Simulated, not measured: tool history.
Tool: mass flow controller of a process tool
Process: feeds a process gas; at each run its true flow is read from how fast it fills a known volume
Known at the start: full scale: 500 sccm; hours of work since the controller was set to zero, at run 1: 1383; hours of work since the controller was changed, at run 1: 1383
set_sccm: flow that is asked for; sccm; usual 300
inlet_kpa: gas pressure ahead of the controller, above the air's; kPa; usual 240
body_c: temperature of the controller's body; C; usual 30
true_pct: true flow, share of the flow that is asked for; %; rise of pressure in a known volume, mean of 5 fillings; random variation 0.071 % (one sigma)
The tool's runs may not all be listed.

run,hour,set_sccm,inlet_kpa,body_c,hours of work since the controller was set to zero,hours of work since the controller was changed,true_pct
1,0,300,240,30,1383,1383,99.48
2,109.7,300,240,30,1453,1453,99.44
3,255.2,300,240,20,1546,1546,100.24
4,433.6,300,240,30,1660,1660,99.83
5,534.8,190,240,30,1725,1725,99.62
6,648.2,300,143,30,1798,1798,99.59
7,827.5,143,240,30,1912,1912,99.67
8,1039.9,143,240,30,2048,2048,99.75
9,1232.6,138,176,22,2172,2172,100.23
10,1356.3,138,176,22,2251,2251,100.08
11,1465.8,138,176,22,2321,2321,100.24
12,1653.8,300,240,21,2441,2441,100.86
13,1776.8,71,197,29,2520,2520,99.97

3 ways to go on from here, each from the tool as it stands after run 13. What would each give?
A,1934.7,107,240,24,2621,2621,?
B,1934.7,209,252,35,2621,2621,?
C,1934.7,249,149,20,2621,2621,?

run,true_pct
A,100.63
B,100.1
C,100.71
Without the tool's hidden state the same runs would have given:
run,true_pct
A,99.64
B,99.1
C,99.71
